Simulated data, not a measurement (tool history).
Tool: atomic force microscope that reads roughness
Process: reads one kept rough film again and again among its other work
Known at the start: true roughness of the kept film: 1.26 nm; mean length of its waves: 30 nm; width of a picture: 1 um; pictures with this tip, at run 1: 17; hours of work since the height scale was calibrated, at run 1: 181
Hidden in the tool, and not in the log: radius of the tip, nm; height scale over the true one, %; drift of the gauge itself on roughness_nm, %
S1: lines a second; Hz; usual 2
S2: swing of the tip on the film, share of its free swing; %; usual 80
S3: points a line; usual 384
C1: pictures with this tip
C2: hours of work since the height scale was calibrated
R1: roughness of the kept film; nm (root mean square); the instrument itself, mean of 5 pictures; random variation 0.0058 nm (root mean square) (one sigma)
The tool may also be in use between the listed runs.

run 1 hour=0 | S1=2 S2=80 S3=384 | C1=17 C2=181 | R1=1.046
run 2 hour=8.9 | S1=2 S2=80 S3=384 | C1=27 C2=186 | R1=1.014
run 3 hour=16.6 | S1=2 S2=80 S3=384 | C1=37 C2=189 | R1=1.011
run 4 hour=28.6 | S1=2 S2=80 S3=384 | C1=51 C2=195 | R1=0.998
run 5 hour=35.2 | S1=2 S2=80 S3=384 | C1=59 C2=198 | R1=0.998
run 6 hour=41.4 | S1=2 S2=80 S3=384 | C1=66 C2=201 | R1=0.983
run 7 hour=50.1 | S1=2 S2=80 S3=384 | C1=77 C2=205 | R1=0.972
run 8 hour=56 | S1=2 S2=80 S3=384 | C1=84 C2=208 | R1=0.968
-- hour=60.8 new tip fitted
run 9 hour=66.1 | S1=2 S2=80 S3=352 | C1=6 C2=213 | R1=1.051
run 10 hour=77.9 | S1=0.98 S2=86 S3=579 | C1=21 C2=219 | R1=1.077
run 11 hour=90.3 | S1=0.98 S2=86 S3=579 | C1=35 C2=224 | R1=1.068
run 12 hour=99.1 | S1=2.69 S2=73 S3=369 | C1=46 C2=229 | R1=1.022
run 13 hour=107.1 | S1=1.58 S2=86 S3=384 | C1=56 C2=232 | R1=0.993
run 14 hour=115.7 | S1=2 S2=58 S3=384 | C1=66 C2=237 | R1=1.089
run 15 hour=125.9 | S1=2.27 S2=62 S3=715 | C1=78 C2=241 | R1=1.058
run 16 hour=133.4 | S1=2.27 S2=62 S3=715 | C1=87 C2=245 | R1=1.045
-- hour=135.1 new tip fitted
run 17 hour=141.3 | S1=2.27 S2=62 S3=715 | C1=7 C2=249 | R1=1.132
run 18 hour=149.9 | S1=2.27 S2=62 S3=715 | C1=17 C2=253 | R1=1.136

The same runs without the tool's hidden state, with the same run-to-run variation:
run=1 R1=1.065
run=2 R1=1.041
run=3 R1=1.047
run=4 R1=1.047
run=5 R1=1.055
run=6 R1=1.046
run=7 R1=1.044
run=8 R1=1.047
run=9 R1=1.056
run=10 R1=1.098
run=11 R1=1.102
run=12 R1=1.066
run=13 R1=1.045
run=14 R1=1.157
run=15 R1=1.136
run=16 R1=1.132
run=17 R1=1.139
run=18 R1=1.154

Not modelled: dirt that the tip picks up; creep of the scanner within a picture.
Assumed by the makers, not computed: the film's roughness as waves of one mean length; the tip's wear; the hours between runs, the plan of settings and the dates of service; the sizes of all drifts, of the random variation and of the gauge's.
